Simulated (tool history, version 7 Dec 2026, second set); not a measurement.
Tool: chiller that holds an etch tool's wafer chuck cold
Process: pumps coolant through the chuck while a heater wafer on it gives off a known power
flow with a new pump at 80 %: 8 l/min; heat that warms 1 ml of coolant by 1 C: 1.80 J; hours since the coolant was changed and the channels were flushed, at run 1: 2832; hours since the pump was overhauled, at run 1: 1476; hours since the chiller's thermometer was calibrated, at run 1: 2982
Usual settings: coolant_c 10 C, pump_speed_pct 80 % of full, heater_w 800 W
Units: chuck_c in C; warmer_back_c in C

| run | hour | coolant_c | pump_speed_pct | heater_w | hours since the coolant was changed and the channels were flushed | hours since the pump was overhauled | hours since the chiller's thermometer was calibrated | chuck_c | warmer_back_c |
|---|---|---|---|---|---|---|---|---|---|
| 1 | 0 | 10 | 80 | 800 | 2832 | 1476 | 2982 | 17.8 | 3.49 |
| 2 | 96.5 | 10 | 80 | 800 | 2929 | 1573 | 3079 | 17.9 | 3.45 |
| 3 | 172.6 | 10 | 80 | 800 | 3005 | 1649 | 3155 | 18 | 3.5 |
| 4 | 230.7 | 10 | 80 | 800 | 3063 | 1707 | 3213 | 17.8 | 3.45 |
| 5 | 314.6 | 10 | 80 | 800 | 3147 | 1791 | 3297 | 17.8 | 3.52 |
| 6 | 421.4 | 10 | 80 | 800 | 3254 | 1898 | 3404 | 18 | 3.52 |
| 7 | 523.8 | 11 | 80 | 800 | 3356 | 2000 | 3506 | 19 | 3.5 |
| 8 | 634.7 | 13 | 78 | 654 | 3467 | 2111 | 3617 | 19.7 | 2.95 |
| 9 | 737.4 | 5 | 77 | 413 | 3570 | 2214 | 3720 | 9.1 | 1.92 |
| 10 | 832.3 | 5 | 77 | 413 | 3665 | 2309 | 3814 | 8.9 | 1.91 |
|  | 845.1 | chiller's thermometer calibrated |
| 11 | 928.3 | 5 | 69 | 487 | 3760 | 2404 | 83 | 10.1 | 2.53 |
| 12 | 1037.4 | 9 | 97 | 671 | 3869 | 2513 | 192 | 14.9 | 2.48 |
| 13 | 1122.5 | 9 | 97 | 671 | 3954 | 2598 | 277 | 14.9 | 2.49 |
|  | 1241.1 | coolant changed, channels flushed |
| 14 | 1251.8 | 15 | 97 | 746 | 11 | 2721 | 401 | 20.7 | 2.73 |

Measured less the same run without the tool's hidden state. The same run-to-run variation is in both; the gauge's scatter may not be:
The hidden state here: heat passed by the chuck's channels, % of clean ones'; flow at a given pump speed, % of a new pump's; coolant's true temperature over the reading, C; drift of the gauge itself on chuck_c, C; drift of the gauge itself on warmer_back_c, C.
| run | chuck_c | warmer_back_c |
|---|---|---|
| 1 | +0.5 | +0.11 |
| 2 | +0.6 | +0.13 |
| 3 | +0.6 | +0.13 |
| 4 | +0.6 | +0.13 |
| 5 | +0.7 | +0.14 |
| 6 | +0.6 | +0.16 |
| 7 | +0.7 | +0.16 |
| 8 | +0.5 | +0.14 |
| 9 | +0.2 | +0.1 |
| 10 | +0.2 | +0.11 |
| 11 | +0.3 | +0.14 |
| 12 | +0.5 | +0.14 |
| 13 | +0.5 | +0.15 |
| 14 | -0.3 | +0.18 |
